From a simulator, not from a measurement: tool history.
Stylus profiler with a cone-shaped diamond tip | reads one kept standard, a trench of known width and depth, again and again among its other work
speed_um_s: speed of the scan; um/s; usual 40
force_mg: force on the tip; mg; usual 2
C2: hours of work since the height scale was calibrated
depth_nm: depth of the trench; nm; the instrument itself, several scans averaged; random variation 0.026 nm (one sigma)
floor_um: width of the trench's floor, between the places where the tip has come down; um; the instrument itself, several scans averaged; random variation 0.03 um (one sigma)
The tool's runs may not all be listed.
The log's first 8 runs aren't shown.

run 9 hour=160.5 | speed_um_s=40 force_mg=2 | scans_with_this_tip=4531 C2=578 | depth_nm=100.85 floor_um=27.31
run 10 hour=184.3 | speed_um_s=40 force_mg=2 | scans_with_this_tip=4665 C2=595 | depth_nm=100.83 floor_um=27.31
run 11 hour=205.4 | speed_um_s=40 force_mg=0.67 | scans_with_this_tip=4784 C2=611 | depth_nm=100.31 floor_um=27.12
run 12 hour=230.9 | speed_um_s=40 force_mg=0.67 | scans_with_this_tip=4927 C2=629 | depth_nm=100.31 floor_um=27.11
run 13 hour=249.7 | speed_um_s=40 force_mg=0.67 | scans_with_this_tip=5033 C2=642 | depth_nm=100.25 floor_um=27.12
run 14 hour=269.9 | speed_um_s=40 force_mg=0.67 | scans_with_this_tip=5147 C2=657 | depth_nm=100.29 floor_um=27.06
run 15 hour=296 | speed_um_s=40 force_mg=0.67 | scans_with_this_tip=5294 C2=676 | depth_nm=100.24 floor_um=27.05
run 16 hour=314.2 | speed_um_s=99 force_mg=2.73 | scans_with_this_tip=5396 C2=689 | depth_nm=101.06 floor_um=27.04
run 17 hour=344.4 | speed_um_s=99 force_mg=2.73 | scans_with_this_tip=5566 C2=710 | depth_nm=101.1 floor_um=27
run 18 hour=364.4 | speed_um_s=31 force_mg=1.02 | scans_with_this_tip=5679 C2=725 | depth_nm=100.4 floor_um=27.2

Forecast run 19:
run 19 hour=384.2 | speed_um_s=11 force_mg=4.94 | scans_with_this_tip=5790 C2=739 | depth_nm=? floor_um=?

depth_nm: 101.65 nm
floor_um: 27.44 um
Without the tool's hidden state the same run would have given depth_nm 101.94 nm, floor_um 27.99 um.
